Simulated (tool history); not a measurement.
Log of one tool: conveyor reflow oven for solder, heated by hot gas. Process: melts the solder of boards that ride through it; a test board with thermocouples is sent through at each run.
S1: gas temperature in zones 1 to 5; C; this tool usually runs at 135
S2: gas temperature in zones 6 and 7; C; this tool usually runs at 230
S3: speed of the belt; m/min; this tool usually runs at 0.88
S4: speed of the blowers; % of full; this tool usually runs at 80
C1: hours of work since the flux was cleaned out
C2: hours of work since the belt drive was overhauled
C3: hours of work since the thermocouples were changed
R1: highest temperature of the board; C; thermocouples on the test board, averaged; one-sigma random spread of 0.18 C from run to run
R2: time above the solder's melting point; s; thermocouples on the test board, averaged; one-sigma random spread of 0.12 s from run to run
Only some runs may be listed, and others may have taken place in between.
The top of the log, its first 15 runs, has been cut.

{"run": 16, "hour": 750.5, "S1": 135, "S2": 230, "S3": 0.88, "S4": 51, "C1": 31, "C2": 934, "C3": 1281, "R1": 210.5, "R2": 31.1}
{"hour": 776.8, "done": "thermocouples of zones 6 and 7 changed"}
{"run": 17, "hour": 782.2, "S1": 135, "S2": 230, "S3": 0.88, "S4": 51, "C1": 46, "C2": 948, "C3": 3, "R1": 208.3, "R2": 29.9}
{"run": 18, "hour": 831.3, "S1": 123, "S2": 222, "S3": 0.88, "S4": 56, "C1": 69, "C2": 972, "C3": 26, "R1": 201.3, "R2": 22.5}
{"run": 19, "hour": 876.1, "S1": 145, "S2": 222, "S3": 0.88, "S4": 88, "C1": 91, "C2": 993, "C3": 48, "R1": 212.5, "R2": 36.9}
{"run": 20, "hour": 911.5, "S1": 145, "S2": 222, "S3": 0.88, "S4": 88, "C1": 108, "C2": 1011, "C3": 65, "R1": 212.7, "R2": 36.7}
{"run": 21, "hour": 970.4, "S1": 145, "S2": 222, "S3": 0.88, "S4": 88, "C1": 136, "C2": 1039, "C3": 93, "R1": 212.8, "R2": 36.8}
{"hour": 1006.1, "done": "flux residue cleaned out of gas plates and filters"}
{"run": 22, "hour": 1033.2, "S1": 145, "S2": 222, "S3": 0.88, "S4": 88, "C1": 13, "C2": 1067, "C3": 121, "R1": 213.2, "R2": 37.4}
{"run": 23, "hour": 1066.3, "S1": 145, "S2": 222, "S3": 0.88, "S4": 79, "C1": 29, "C2": 1083, "C3": 137, "R1": 212.1, "R2": 36.2}
{"run": 24, "hour": 1101.0, "S1": 145, "S2": 222, "S3": 0.88, "S4": 79, "C1": 46, "C2": 1099, "C3": 154, "R1": 211.5, "R2": 36.3}

The next listed run, before its measurement:
{"run": 25, "hour": 1129.8, "S1": 125, "S2": 222, "S3": 0.947, "S4": 79, "C1": 60, "C2": 1113, "C3": 168, "R1": "?", "R2": "?"}

R1: 207.4 C
R2: 26.3 s
Minus the tool's unlogged condition, the same run would have read R1 207.3 C, R2 25.7 s.
